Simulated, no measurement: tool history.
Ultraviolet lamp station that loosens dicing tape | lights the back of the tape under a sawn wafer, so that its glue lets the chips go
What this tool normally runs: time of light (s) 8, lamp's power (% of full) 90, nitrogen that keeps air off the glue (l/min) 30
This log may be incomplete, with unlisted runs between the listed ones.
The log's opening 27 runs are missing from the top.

run   hour  time of light (s)  lamp's power (% of full)  nitrogen that keeps air off the glue (l/min)  force that peels the tape off (N)  light that reached the tape (mJ/cm2)
 28  305.6                  4                        62                                            30                              2.884                                   167
 29  321.3                  4                        62                                            30                              2.750                                   161
 30  334.7                  4                        62                                            30                              2.886                                   159
 31  346.4                  9                        63                                            13                              1.474                                   358
 32  363.3                  5                        68                                            26                              2.158                                   217
 33  371.9                  5                        75                                            13                              2.546                                   234
 34  386.8                  5                        75                                            13                              2.525                                   231
 35  399.6                  5                        75                                            13                              2.600                                   230
 36  407.2                  5                        75                                            13                              2.563                                   230
 37  422.0                  8                        90                                            53                              0.439                                   435
 38  432.8                  8                        90                                            50                              0.464                                   435
 39  446.0                 11                        90                                            50                              0.231                                   596
 40  461.3                 11                        90                                            50                              0.247                                   592
 41  478.0                 13                        90                                            10                              0.485                                   693
 42  491.7                  6                        75                                            19                              1.932                                   262
 43  505.9                 10                        64                                            19                              1.108                                   369
 44  520.1                 10                        74                                            43                              0.531                                   419

Consider 4 possible next runs. They are alternatives, not a sequence: every one starts from the tool as it was left by run 44. What does each give?
  A  528.8                  8                        66                                            30                                  ?                                     ?
  B  528.8                 10                        70                                            14                                  ?                                     ?
  C  528.8                  6                        75                                            49                                  ?                                     ?
  D  528.8                  9                        90                                            23                                  ?                                     ?

run  force that peels the tape off (N)  light that reached the tape (mJ/cm2)
  A                              1.232                                   300
  B                              1.164                                   398
  C                              1.316                                   253
  D                              0.636                                   460
Had the tool no hidden state, the same runs would have come out as:
run  force that peels the tape off (N)  light that reached the tape (mJ/cm2)
  A                              0.604                                   433
  B                              0.561                                   574
  C                              0.654                                   366
  D                              0.279                                   664
